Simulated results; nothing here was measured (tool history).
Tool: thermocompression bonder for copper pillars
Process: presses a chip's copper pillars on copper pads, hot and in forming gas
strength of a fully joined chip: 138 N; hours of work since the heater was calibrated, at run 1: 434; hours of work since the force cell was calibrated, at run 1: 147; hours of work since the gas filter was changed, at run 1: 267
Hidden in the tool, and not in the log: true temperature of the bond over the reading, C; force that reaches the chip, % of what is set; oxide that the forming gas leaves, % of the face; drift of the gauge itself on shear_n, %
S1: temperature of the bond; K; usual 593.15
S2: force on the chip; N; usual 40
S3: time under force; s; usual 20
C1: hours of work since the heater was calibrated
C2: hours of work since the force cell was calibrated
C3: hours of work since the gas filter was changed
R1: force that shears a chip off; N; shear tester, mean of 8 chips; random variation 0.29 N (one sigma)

run     day      S1  S2  S3    C1   C2   C3    R1
  1   0.000  593.15  40  20   434  147  267  48.6
  2   1.142  564.15  40  20   450  164  283  30.9
  3   2.379  564.15  40  20   467  181  300  30.9
  4   3.683  593.15  40  20   486  200  319  47.4
  5   4.504  593.15  40  20   497  211  330  47.8
  6   5.504  593.15  40  20   512  226  345  47.6
  7   6.142  593.15  40  20   521  235  354  48.0
  8   7.492  593.15  40  20   540  254  373  47.2
  9   8.362  593.15  43  20   552  266  385  49.1
 10   9.175  593.15  43  20   564  278  397  49.1
 11  10.208  586.15  43  20   578  292  411  44.2
 12  11.462  578.15  43  20   596  310  429  39.5
 13  12.029  578.15  43  20   604  318  437  39.6
 14  13.012  593.15  40  20   618  332  451  46.9
 15  14.300  593.15  40  20   637  350  470  46.7
 16  15.462  593.15  40  20   653  367  486  46.6
     15.929  -- forming gas filter changed
 17  16.488  593.15  40  20   667  381    8  50.5
 18  17.342  578.15  40  20   679  393   20  40.9
 19  18.408  578.15  40  20   695  408   35  40.8
 20  18.979  578.15  40  53   703  416   43  59.8
 21  19.567  593.15  40  20   711  425   52  50.6
 22  20.238  593.15  40  20   721  434   61  50.5
 23  20.808  593.15  40  20   729  442   69  50.4
 24  22.025  572.15  40  20   746  460   87  37.3
     22.192  -- force cell calibrated
 25  23.342  572.15  40  20   764   16  104  36.6
 26  24.254  578.15  41  21   777   29  117  41.9
 27  25.471  591.15  40  26   794   47  135  53.0
 28  26.829  611.15  41  44   813   66  154  81.9
 29  27.829  611.15  41  44   827   80  168  82.5
 30  28.988  611.15  41  44   844   96  184  80.7
     30.192  -- force cell calibrated, once more
 31  30.229  574.15  40  14   861    1  201  33.3
 32  31.604  567.15  37  15   880   20  221  28.6
 33  32.875  608.15  30  47   898   38  239  70.3
 34  34.112  617.15  40  13   916   56  256  57.9
 35  35.304  605.15  30  47   933   73  273  66.8
 36  36.629  593.15  46  20   951   91  292  53.6
 37  37.508  603.15  45  33   964  104  305  70.9
 38  38.567  619.15  33  33   979  119  320  73.1
 39  39.779  619.15  33  33   996  136  337  72.6
 40  40.971  610.15  27  20  1013  153  354  48.9
 41  42.158  604.15  55  10  1030  170  371  52.9

Forecast each of these 3 alternatives for the next run:
  A  42.721  601.15  26  52  1038  178  379   ?
  B  42.721  605.15  33  27  1038  178  379   ?
  C  42.721  590.15  55  58  1038  178  379   ?

run    R1
  A  60.8
  B  57.4
  C  79.5
Without the tool's hidden state the same runs would have given:
run    R1
  A  62.8
  B  59.2
  C  82.6
